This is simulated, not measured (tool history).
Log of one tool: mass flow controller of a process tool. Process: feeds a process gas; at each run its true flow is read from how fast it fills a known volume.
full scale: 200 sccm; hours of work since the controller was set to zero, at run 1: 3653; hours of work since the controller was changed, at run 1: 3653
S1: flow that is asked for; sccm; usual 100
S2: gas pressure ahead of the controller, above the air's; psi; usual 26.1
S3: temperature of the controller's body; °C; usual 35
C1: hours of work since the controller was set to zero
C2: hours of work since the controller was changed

{"run": 1, "hour": 0.0, "S1": 100, "S2": 26.1, "S3": 35, "C1": 3653, "C2": 3653, "true flow (%)": 101.49}
{"run": 2, "hour": 123.5, "S1": 100, "S2": 30.6, "S3": 35, "C1": 3747, "C2": 3747, "true flow (%)": 101.43}
{"run": 3, "hour": 243.3, "S1": 100, "S2": 30.6, "S3": 35, "C1": 3838, "C2": 3838, "true flow (%)": 101.54}
{"run": 4, "hour": 479.7, "S1": 100, "S2": 30.6, "S3": 35, "C1": 4018, "C2": 4018, "true flow (%)": 101.73}
{"run": 5, "hour": 653.7, "S1": 100, "S2": 30.6, "S3": 35, "C1": 4150, "C2": 4150, "true flow (%)": 101.81}
{"run": 6, "hour": 866.0, "S1": 100, "S2": 30.6, "S3": 35, "C1": 4312, "C2": 4312, "true flow (%)": 101.96}
{"run": 7, "hour": 1000.3, "S1": 25, "S2": 26.1, "S3": 35, "C1": 4414, "C2": 4414, "true flow (%)": 108.1}
{"run": 8, "hour": 1207.3, "S1": 100, "S2": 25.7, "S3": 35, "C1": 4571, "C2": 4571, "true flow (%)": 102.49}
{"run": 9, "hour": 1360.6, "S1": 100, "S2": 25.7, "S3": 35, "C1": 4688, "C2": 4688, "true flow (%)": 102.56}
{"run": 10, "hour": 1470.2, "S1": 100, "S2": 25.7, "S3": 35, "C1": 4771, "C2": 4771, "true flow (%)": 102.6}
{"hour": 1565.9, "done": "controller's zero set anew"}
{"run": 11, "hour": 1581.7, "S1": 100, "S2": 25.7, "S3": 35, "C1": 12, "C2": 4856, "true flow (%)": 100.32}
{"run": 12, "hour": 1807.6, "S1": 100, "S2": 26.1, "S3": 35, "C1": 184, "C2": 5027, "true flow (%)": 100.56}
{"run": 13, "hour": 1973.2, "S1": 100, "S2": 26.1, "S3": 35, "C1": 310, "C2": 5153, "true flow (%)": 100.64}
{"run": 14, "hour": 2176.0, "S1": 100, "S2": 26.1, "S3": 35, "C1": 464, "C2": 5308, "true flow (%)": 100.87}
{"run": 15, "hour": 2359.2, "S1": 100, "S2": 26.1, "S3": 35, "C1": 603, "C2": 5447, "true flow (%)": 100.95}
{"run": 16, "hour": 2560.2, "S1": 100, "S2": 26.1, "S3": 32, "C1": 756, "C2": 5600, "true flow (%)": 101.53}
{"run": 17, "hour": 2770.3, "S1": 100, "S2": 26.1, "S3": 32, "C1": 916, "C2": 5760, "true flow (%)": 101.64}
{"run": 18, "hour": 2966.0, "S1": 100, "S2": 26.1, "S3": 35, "C1": 1065, "C2": 5908, "true flow (%)": 101.44}
{"run": 19, "hour": 3155.7, "S1": 100, "S2": 26.1, "S3": 35, "C1": 1209, "C2": 6053, "true flow (%)": 101.59}
{"run": 20, "hour": 3309.8, "S1": 100, "S2": 26.1, "S3": 35, "C1": 1326, "C2": 6170, "true flow (%)": 101.81}
{"run": 21, "hour": 3508.9, "S1": 100, "S2": 26.1, "S3": 35, "C1": 1478, "C2": 6321, "true flow (%)": 101.77}
{"run": 22, "hour": 3652.3, "S1": 100, "S2": 26.1, "S3": 35, "C1": 1587, "C2": 6430, "true flow (%)": 101.92}
{"run": 23, "hour": 3755.3, "S1": 100, "S2": 26.1, "S3": 35, "C1": 1665, "C2": 6509, "true flow (%)": 101.91}
{"run": 24, "hour": 3975.4, "S1": 100, "S2": 26.1, "S3": 35, "C1": 1833, "C2": 6676, "true flow (%)": 102.05}
{"run": 25, "hour": 4103.0, "S1": 33, "S2": 25.2, "S3": 35, "C1": 1930, "C2": 6773, "true flow (%)": 103.55}
{"run": 26, "hour": 4341.9, "S1": 33, "S2": 25.2, "S3": 35, "C1": 2111, "C2": 6955, "true flow (%)": 103.89}
{"hour": 4454.6, "done": "controller exchanged for a calibrated one"}
{"run": 27, "hour": 4564.2, "S1": 100, "S2": 24.2, "S3": 27, "C1": 83, "C2": 83, "true flow (%)": 98.87}
{"run": 28, "hour": 4725.1, "S1": 43, "S2": 21.8, "S3": 27, "C1": 206, "C2": 206, "true flow (%)": 98.62}
{"run": 29, "hour": 4858.9, "S1": 178, "S2": 26.1, "S3": 35, "C1": 307, "C2": 307, "true flow (%)": 98.89}
{"run": 30, "hour": 4995.6, "S1": 178, "S2": 26.1, "S3": 35, "C1": 411, "C2": 411, "true flow (%)": 98.83}
{"run": 31, "hour": 5193.9, "S1": 178, "S2": 26.1, "S3": 35, "C1": 562, "C2": 562, "true flow (%)": 99.03}
{"run": 32, "hour": 5306.6, "S1": 178, "S2": 26.1, "S3": 35, "C1": 648, "C2": 648, "true flow (%)": 99.07}
{"run": 33, "hour": 5469.7, "S1": 22, "S2": 28.3, "S3": 35, "C1": 772, "C2": 772, "true flow (%)": 99.28}
{"run": 34, "hour": 5656.7, "S1": 22, "S2": 28.3, "S3": 35, "C1": 914, "C2": 914, "true flow (%)": 99.52}
{"run": 35, "hour": 5754.9, "S1": 133, "S2": 24.1, "S3": 35, "C1": 989, "C2": 989, "true flow (%)": 99.13}
{"run": 36, "hour": 5887.8, "S1": 195, "S2": 26.1, "S3": 35, "C1": 1090, "C2": 1090, "true flow (%)": 99.5}
{"run": 37, "hour": 6004.4, "S1": 22, "S2": 21.6, "S3": 36, "C1": 1179, "C2": 1179, "true flow (%)": 100.46}
{"run": 38, "hour": 6123.6, "S1": 130, "S2": 26.1, "S3": 33, "C1": 1269, "C2": 1269, "true flow (%)": 99.26}
{"run": 39, "hour": 6360.6, "S1": 130, "S2": 26.1, "S3": 33, "C1": 1450, "C2": 1450, "true flow (%)": 99.5}
{"run": 40, "hour": 6575.3, "S1": 49, "S2": 23.9, "S3": 35, "C1": 1613, "C2": 1613, "true flow (%)": 99.87}
{"run": 41, "hour": 6717.3, "S1": 49, "S2": 23.9, "S3": 35, "C1": 1721, "C2": 1721, "true flow (%)": 99.82}
{"run": 42, "hour": 6825.8, "S1": 27, "S2": 32.6, "S3": 26, "C1": 1804, "C2": 1804, "true flow (%)": 102.06}
{"run": 43, "hour": 6981.3, "S1": 46, "S2": 24.7, "S3": 26, "C1": 1922, "C2": 1922, "true flow (%)": 101.29}
{"run": 44, "hour": 7156.5, "S1": 22, "S2": 21.0, "S3": 35, "C1": 2055, "C2": 2055, "true flow (%)": 102.87}
{"run": 45, "hour": 7258.9, "S1": 22, "S2": 21.0, "S3": 35, "C1": 2133, "C2": 2133, "true flow (%)": 103.0}
{"run": 46, "hour": 7361.1, "S1": 22, "S2": 21.0, "S3": 35, "C1": 2211, "C2": 2211, "true flow (%)": 103.06}
{"run": 47, "hour": 7519.0, "S1": 22, "S2": 21.0, "S3": 35, "C1": 2331, "C2": 2331, "true flow (%)": 103.54}
{"run": 48, "hour": 7659.5, "S1": 82, "S2": 24.2, "S3": 35, "C1": 2438, "C2": 2438, "true flow (%)": 100.29}

3 ways to go on from here, each from the tool as it stands after run 48. What would each give?
{"run": "A", "hour": 7798.1, "S1": 53, "S2": 40.6, "S3": 22, "C1": 2543, "C2": 2543, "true flow (%)": "?"}
{"run": "B", "hour": 7798.1, "S1": 46, "S2": 26.1, "S3": 35, "C1": 2543, "C2": 2543, "true flow (%)": "?"}
{"run": "C", "hour": 7798.1, "S1": 23, "S2": 24.7, "S3": 35, "C1": 2543, "C2": 2543, "true flow (%)": "?"}

run=A true_flow_(%)=101.78
run=B true_flow_(%)=101.06
run=C true_flow_(%)=103.72
Without the tool's hidden state the same runs would have given:
run=A true_flow_(%)=98.33
run=B true_flow_(%)=97.25
run=C true_flow_(%)=97.13
